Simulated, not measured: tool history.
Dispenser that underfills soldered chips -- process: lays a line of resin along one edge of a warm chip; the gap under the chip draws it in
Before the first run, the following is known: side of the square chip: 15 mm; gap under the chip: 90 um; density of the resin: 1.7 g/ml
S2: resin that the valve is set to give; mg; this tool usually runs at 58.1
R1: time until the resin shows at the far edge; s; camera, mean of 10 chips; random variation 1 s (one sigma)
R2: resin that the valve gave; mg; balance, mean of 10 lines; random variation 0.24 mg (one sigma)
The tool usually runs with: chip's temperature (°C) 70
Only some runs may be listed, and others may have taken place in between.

run 1 day=0 | chip's_temperature_(°C)=70 S2=58.1 | R1=109.1 R2=55.86
run 2 day=0.212 | chip's_temperature_(°C)=70 S2=74.5 | R1=141.1 R2=72.19
-- day=0.238 new syringe of resin
run 3 day=0.371 | chip's_temperature_(°C)=73 S2=74.5 | R1=100.8 R2=72.02
-- day=0.558 new syringe of resin
run 4 day=0.675 | chip's_temperature_(°C)=72 S2=58.1 | R1=101.7 R2=56.15
-- day=0.871 new syringe of resin
run 5 day=0.929 | chip's_temperature_(°C)=72 S2=58.1 | R1=95.5 R2=55.94
-- day=0.996 dispensing valve cleaned and set on the balance
run 6 day=1.179 | chip's_temperature_(°C)=72 S2=58.1 | R1=123.8 R2=57.8
-- day=1.233 new syringe of resin
run 7 day=1.346 | chip's_temperature_(°C)=70 S2=58.1 | R1=111 R2=58.12
-- day=1.542 new syringe of resin
run 8 day=1.671 | chip's_temperature_(°C)=77 S2=58.1 | R1=80 R2=57.61
-- day=1.883 new syringe of resin
run 9 day=1.929 | chip's_temperature_(°C)=77 S2=58.1 | R1=72 R2=57.56
-- day=2.2 new syringe of resin
run 10 day=2.208 | chip's_temperature_(°C)=70 S2=59.9 | R1=93.4 R2=59.14
run 11 day=2.429 | chip's_temperature_(°C)=70 S2=59.9 | R1=128.1 R2=59.87
-- day=2.512 new syringe of resin
run 12 day=2.617 | chip's_temperature_(°C)=70 S2=59.9 | R1=107.2 R2=59.01
-- day=2.825 new syringe of resin
run 13 day=2.858 | chip's_temperature_(°C)=70 S2=59.9 | R1=98.2 R2=58.97
run 14 day=3.038 | chip's_temperature_(°C)=70 S2=58.1 | R1=126.5 R2=57.14
-- day=3.15 new syringe of resin
run 15 day=3.358 | chip's_temperature_(°C)=77 S2=58.1 | R1=89.4 R2=57.09
-- day=3.462 new syringe of resin
run 16 day=3.575 | chip's_temperature_(°C)=77 S2=58.1 | R1=80.5 R2=57.16
run 17 day=3.758 | chip's_temperature_(°C)=70 S2=55.1 | R1=139.5 R2=53.96
-- day=3.8 new syringe of resin
run 18 day=4.079 | chip's_temperature_(°C)=70 S2=58.1 | R1=136.2 R2=57.21
-- day=4.108 new syringe of resin
-- day=4.425 new syringe of resin
run 19 day=4.425 | chip's_temperature_(°C)=75 S2=67.5 | R1=73.6 R2=66.4
run 20 day=4.567 | chip's_temperature_(°C)=62 S2=53.7 | R1=167.4 R2=52.41
-- day=4.746 new syringe of resin
run 21 day=4.746 | chip's_temperature_(°C)=77 S2=55.8 | R1=68.5 R2=54.79
run 22 day=4.962 | chip's_temperature_(°C)=77 S2=66.7 | R1=89.9 R2=65.4
-- day=5.067 new syringe of resin
run 23 day=5.175 | chip's_temperature_(°C)=77 S2=66.7 | R1=77.3 R2=64.76
-- day=5.388 new syringe of resin
run 24 day=5.417 | chip's_temperature_(°C)=79 S2=73.8 | R1=62.7 R2=71.45
run 25 day=5.679 | chip's_temperature_(°C)=79 S2=73.8 | R1=89.7 R2=71.69
-- day=5.712 new syringe of resin
run 26 day=5.875 | chip's_temperature_(°C)=67 S2=64.5 | R1=133.4 R2=62.63
-- day=6.021 new syringe of resin
run 27 day=6.142 | chip's_temperature_(°C)=71 S2=64.5 | R1=103.7 R2=62.3
-- day=6.346 new syringe of resin
run 28 day=6.425 | chip's_temperature_(°C)=63 S2=58.1 | R1=147.7 R2=55.83
-- day=6.658 new syringe of resin
run 29 day=6.667 | chip's_temperature_(°C)=69 S2=60.8 | R1=96.9 R2=58.66
run 30 day=6.892 | chip's_temperature_(°C)=70 S2=67.8 | R1=123.7 R2=65.42
-- day=6.971 new syringe of resin
run 31 day=7.071 | chip's_temperature_(°C)=70 S2=65.1 | R1=104.2 R2=62.67
-- day=7.15 dispensing valve cleaned and set on the balance
-- day=7.325 new syringe of resin
run 32 day=7.346 | chip's_temperature_(°C)=65 S2=55.9 | R1=121.7 R2=55.84
run 33 day=7.575 | chip's_temperature_(°C)=57 S2=58.3 | R1=241.1 R2=58.16
-- day=7.658 new syringe of resin
run 34 day=7.812 | chip's_temperature_(°C)=75 S2=73.4 | R1=88.2 R2=72.72
-- day=7.996 new syringe of resin
run 35 day=8.079 | chip's_temperature_(°C)=75 S2=53.5 | R1=81.6 R2=53.26
-- day=8.321 new syringe of resin
run 36 day=8.408 | chip's_temperature_(°C)=67 S2=56.4 | R1=118.5 R2=56.23

How would selected steps in R1 from run to run divide? Give the signed amount a tool lacking its hidden state would still show from settings, what came in and random variation, and the signed amount left for the hidden state, including any gauge scatter that is not in both of the compared results.
What the log doesn't record here: resin's viscosity, % of fresh resin's; dose that the valve gives, % of what is set; true chip temperature over the reading, C; drift of the gauge itself on fill_s, %; drift of the gauge itself on given_mg, %.
Run 18 -> 19: chip's temperature (°C) 70 -> 75, S2 58.1 -> 67.5, new syringe of resin, new syringe of resin. R1 -62.6 s: hidden state -41.9, all else -20.7.
Run 20 -> 21: chip's temperature (°C) 62 -> 77, S2 53.7 -> 55.8, new syringe of resin. R1 -98.9 s: hidden state -22.1, all else -76.8.
Run 32 -> 33: chip's temperature (°C) 65 -> 57, S2 55.9 -> 58.3. R1 +119.4 s: hidden state +59.4, all else +60.
Run 33 -> 34: chip's temperature (°C) 57 -> 75, S2 58.3 -> 73.4, new syringe of resin. R1 -152.9 s: hidden state -43.8, all else -109.1.
